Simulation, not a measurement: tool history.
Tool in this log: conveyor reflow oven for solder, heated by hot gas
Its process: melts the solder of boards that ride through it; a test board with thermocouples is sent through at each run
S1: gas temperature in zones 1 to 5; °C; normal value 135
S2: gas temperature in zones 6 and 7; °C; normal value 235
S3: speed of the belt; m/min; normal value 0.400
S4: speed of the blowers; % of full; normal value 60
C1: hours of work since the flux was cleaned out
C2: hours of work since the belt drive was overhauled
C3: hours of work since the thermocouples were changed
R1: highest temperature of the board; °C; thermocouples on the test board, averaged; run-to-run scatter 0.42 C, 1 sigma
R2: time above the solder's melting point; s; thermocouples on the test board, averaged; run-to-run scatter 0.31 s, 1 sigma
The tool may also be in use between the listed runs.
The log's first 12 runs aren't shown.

Run 13, hour 77.6: usual settings; C1 305; C2 228; C3 781. Result: R1 212.6 °C, R2 62.7 s.
Run 14, hour 82.8: usual settings; C1 308; C2 232; C3 784. Result: R1 213.5 °C, R2 62.2 s.
Run 15, hour 87.6: usual settings; C1 311; C2 235; C3 788. Result: R1 212.9 °C, R2 62.0 s.
Run 16, hour 91.4: usual settings but S3 0.370 m/min; C1 314; C2 237; C3 790. Result: R1 216.3 °C, R2 70.5 s.
At hour 101.8: flux residue cleaned out of gas plates and filters.
Run 17, hour 103.8: usual settings but S1 133 °C, S2 240 °C; C1 1; C2 242; C3 795. Result: R1 218.6 °C, R2 66.8 s.
Run 18, hour 109.7: usual settings but S1 130 °C, S2 240 °C, S4 56 % of full; C1 5; C2 246; C3 799. Result: R1 215.8 °C, R2 63.1 s.
At hour 114.5: thermocouples of zones 6 and 7 changed.
Run 19, hour 119.5: usual settings but S3 0.465 m/min, S4 72 % of full; C1 10; C2 251; C3 3. Result: R1 215.1 °C, R2 55.6 s.
Run 20, hour 124.1: usual settings but S1 142 °C; C1 13; C2 254; C3 6. Result: R1 217.6 °C, R2 69.8 s.
Run 21, hour 130.6: usual settings but S1 142 °C; C1 18; C2 258; C3 11. Result: R1 217.7 °C, R2 69.7 s.
Run 22, hour 135.0: usual settings but S1 142 °C; C1 21; C2 261; C3 14. Result: R1 217.2 °C, R2 69.8 s.

Run 23, settings as shown, results not yet in. Your forecast:
Run 23, hour 143.2: usual settings but S1 142 °C, S2 245 °C; C1 26; C2 267; C3 19. Result: R1 ?, R2 ?.

{"run 23": {"R1": 226.6, "R2": 76.9}}
Were there no unlogged condition in the tool, this run, its random variation unchanged, would have produced R1 226.6 °C, R2 76.4 s.

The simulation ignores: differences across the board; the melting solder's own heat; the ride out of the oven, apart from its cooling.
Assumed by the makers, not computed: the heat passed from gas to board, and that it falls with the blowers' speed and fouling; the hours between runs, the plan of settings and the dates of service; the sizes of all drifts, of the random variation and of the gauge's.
